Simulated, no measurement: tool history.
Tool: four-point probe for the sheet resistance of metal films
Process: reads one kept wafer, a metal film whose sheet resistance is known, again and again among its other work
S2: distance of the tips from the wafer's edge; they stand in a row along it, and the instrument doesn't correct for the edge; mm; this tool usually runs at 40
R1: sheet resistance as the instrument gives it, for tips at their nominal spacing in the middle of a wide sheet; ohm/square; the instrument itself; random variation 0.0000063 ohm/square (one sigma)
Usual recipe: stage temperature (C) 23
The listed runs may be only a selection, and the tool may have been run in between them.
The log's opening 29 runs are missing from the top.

run 30 day=100.158 | stage_temperature_(C)=23 S2=32 | R1=0.031770
run 31 day=104.383 | stage_temperature_(C)=30 S2=12 | R1=0.031878
run 32 day=106.946 | stage_temperature_(C)=26 S2=38 | R1=0.031780
run 33 day=111.212 | stage_temperature_(C)=26 S2=38 | R1=0.031771
run 34 day=115.308 | stage_temperature_(C)=33 S2=8 | R1=0.032051
run 35 day=118.754 | stage_temperature_(C)=23 S2=6 | R1=0.032225
run 36 day=121.117 | stage_temperature_(C)=22 S2=9 | R1=0.031956
run 37 day=124.854 | stage_temperature_(C)=31 S2=16 | R1=0.031847
run 38 day=128.621 | stage_temperature_(C)=34 S2=5 | R1=0.032456
run 39 day=132.121 | stage_temperature_(C)=20 S2=40 | R1=0.031772
run 40 day=136.617 | stage_temperature_(C)=30 S2=70 | R1=0.031787
run 41 day=139.033 | stage_temperature_(C)=30 S2=70 | R1=0.031797
run 42 day=142.621 | stage_temperature_(C)=30 S2=70 | R1=0.031800
run 43 day=146.121 | stage_temperature_(C)=25 S2=6 | R1=0.032250
run 44 day=149.683 | stage_temperature_(C)=25 S2=5 | R1=0.032467
run 45 day=153.317 | stage_temperature_(C)=25 S2=5 | R1=0.032466
run 46 day=155.483 | stage_temperature_(C)=25 S2=5 | R1=0.032469

Consider 3 possible next runs. They are alternatives, not a sequence: every one starts from the tool as it was left by run 46. What does each give?
run A day=160.092 | stage_temperature_(C)=25 S2=24 | R1=?
run B day=160.092 | stage_temperature_(C)=19 S2=27 | R1=?
run C day=160.092 | stage_temperature_(C)=28 S2=19 | R1=?

run=A R1=0.031830
run=B R1=0.031810
run=C R1=0.031850
Without the tool's hidden state the same runs would have given:
run=A R1=0.031741
run=B R1=0.031720
run=C R1=0.031761
